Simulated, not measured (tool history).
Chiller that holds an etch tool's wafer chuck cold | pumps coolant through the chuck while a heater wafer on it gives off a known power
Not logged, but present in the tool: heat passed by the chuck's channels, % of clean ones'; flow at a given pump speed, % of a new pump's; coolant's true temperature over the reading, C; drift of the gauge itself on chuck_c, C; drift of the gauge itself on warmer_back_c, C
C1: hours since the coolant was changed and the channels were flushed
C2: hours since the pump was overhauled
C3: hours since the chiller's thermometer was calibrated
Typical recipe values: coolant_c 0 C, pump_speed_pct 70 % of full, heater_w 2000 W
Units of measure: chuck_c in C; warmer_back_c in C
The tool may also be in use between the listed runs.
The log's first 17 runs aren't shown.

run 18 hour=2627.0 | coolant_c=4 pump_speed_pct=70 heater_w=2000 | C1=822 C2=11068 C3=3005 | chuck_c=31.2 warmer_back_c=6.23
run 19 hour=2768.0 | coolant_c=-4 pump_speed_pct=72 heater_w=2000 | C1=963 C2=11209 C3=3146 | chuck_c=22.9 warmer_back_c=6.04
run 20 hour=2989.4 | coolant_c=-10 pump_speed_pct=65 heater_w=2361 | C1=1185 C2=11430 C3=3368 | chuck_c=23.7 warmer_back_c=8.01
run 21 hour=3156.8 | coolant_c=-10 pump_speed_pct=65 heater_w=2361 | C1=1352 C2=11598 C3=3535 | chuck_c=23.5 warmer_back_c=7.95
run 22 hour=3307.4 | coolant_c=-10 pump_speed_pct=65 heater_w=2361 | C1=1503 C2=11748 C3=3686 | chuck_c=23.6 warmer_back_c=7.95
run 23 hour=3461.9 | coolant_c=-10 pump_speed_pct=65 heater_w=2361 | C1=1657 C2=11903 C3=3840 | chuck_c=23.8 warmer_back_c=7.95
run 24 hour=3573.5 | coolant_c=6 pump_speed_pct=61 heater_w=1632 | C1=1769 C2=12014 C3=3952 | chuck_c=30.1 warmer_back_c=5.86
run 25 hour=3758.8 | coolant_c=0 pump_speed_pct=86 heater_w=2077 | C1=1954 C2=12200 C3=4137 | chuck_c=24.7 warmer_back_c=5.10
run 26 hour=3911.2 | coolant_c=0 pump_speed_pct=86 heater_w=2077 | C1=2107 C2=12352 C3=4290 | chuck_c=24.8 warmer_back_c=5.21
run 27 hour=4048.4 | coolant_c=0 pump_speed_pct=86 heater_w=2077 | C1=2244 C2=12489 C3=4427 | chuck_c=24.8 warmer_back_c=5.21
run 28 hour=4175.9 | coolant_c=8 pump_speed_pct=72 heater_w=1361 | C1=2371 C2=12617 C3=4554 | chuck_c=26.3 warmer_back_c=4.07
run 29 hour=4272.2 | coolant_c=8 pump_speed_pct=72 heater_w=1361 | C1=2468 C2=12713 C3=4651 | chuck_c=26.3 warmer_back_c=4.00
run 30 hour=4374.6 | coolant_c=8 pump_speed_pct=83 heater_w=2617 | C1=2570 C2=12816 C3=4753 | chuck_c=40.1 warmer_back_c=6.91
-- hour=4495.8 gauge calibrated
run 31 hour=4506.8 | coolant_c=6 pump_speed_pct=66 heater_w=1543 | C1=2702 C2=12948 C3=4885 | chuck_c=27.8 warmer_back_c=5.19

Branching from run 31: 3 alternative next runs. What would each branch give?
run A hour=4699.0 | coolant_c=6 pump_speed_pct=66 heater_w=1542 | C1=2894 C2=13140 C3=5077 | chuck_c=? warmer_back_c=?
run B hour=4699.0 | coolant_c=-6 pump_speed_pct=95 heater_w=1115 | C1=2894 C2=13140 C3=5077 | chuck_c=? warmer_back_c=?
run C hour=4699.0 | coolant_c=1 pump_speed_pct=60 heater_w=2417 | C1=2894 C2=13140 C3=5077 | chuck_c=? warmer_back_c=?

run=A chuck_c=27.9 warmer_back_c=5.23
run=B chuck_c=6.4 warmer_back_c=2.56
run=C chuck_c=37.4 warmer_back_c=8.97
What these runs would have given with no unlogged condition in the tool:
run=A chuck_c=27.9 warmer_back_c=5.23
run=B chuck_c=6.4 warmer_back_c=2.57
run=C chuck_c=37.3 warmer_back_c=8.97
